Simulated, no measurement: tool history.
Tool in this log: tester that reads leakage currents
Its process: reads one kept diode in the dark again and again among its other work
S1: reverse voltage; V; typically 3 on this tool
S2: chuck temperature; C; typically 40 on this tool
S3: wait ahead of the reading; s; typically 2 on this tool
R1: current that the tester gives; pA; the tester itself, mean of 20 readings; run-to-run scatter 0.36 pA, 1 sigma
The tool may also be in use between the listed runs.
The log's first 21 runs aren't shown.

run,hour,S1,S2,S3,R1
# hour 3503.8: tester calibrated
22,3503.8,8.55,51,1.15,372.08
23,3607.2,8.55,51,1.15,375.28
# hour 3741.4: chuck's temperature calibrated
24,3825.4,2.25,36,1.15,83.34
25,3953.7,2.25,43,0.88,135.11
26,4170.5,2.25,53,0.88,258.88
27,4292.8,2.25,53,0.88,258.81
28,4457,4.71,40,1.34,148.23
29,4553.3,1.5,40,5.63,97.93
30,4740.8,1.5,40,5.63,99.42
31,4862.6,1.15,23,3.45,27.79

Estimate the outcome of run 32 from the log above:
32,5044.2,3.22,57,0.66,?

{"run 32": {"R1": 386.88}}
If the tool had no hidden condition, the same run with the same run-to-run variation would have returned R1 367.01 pA.
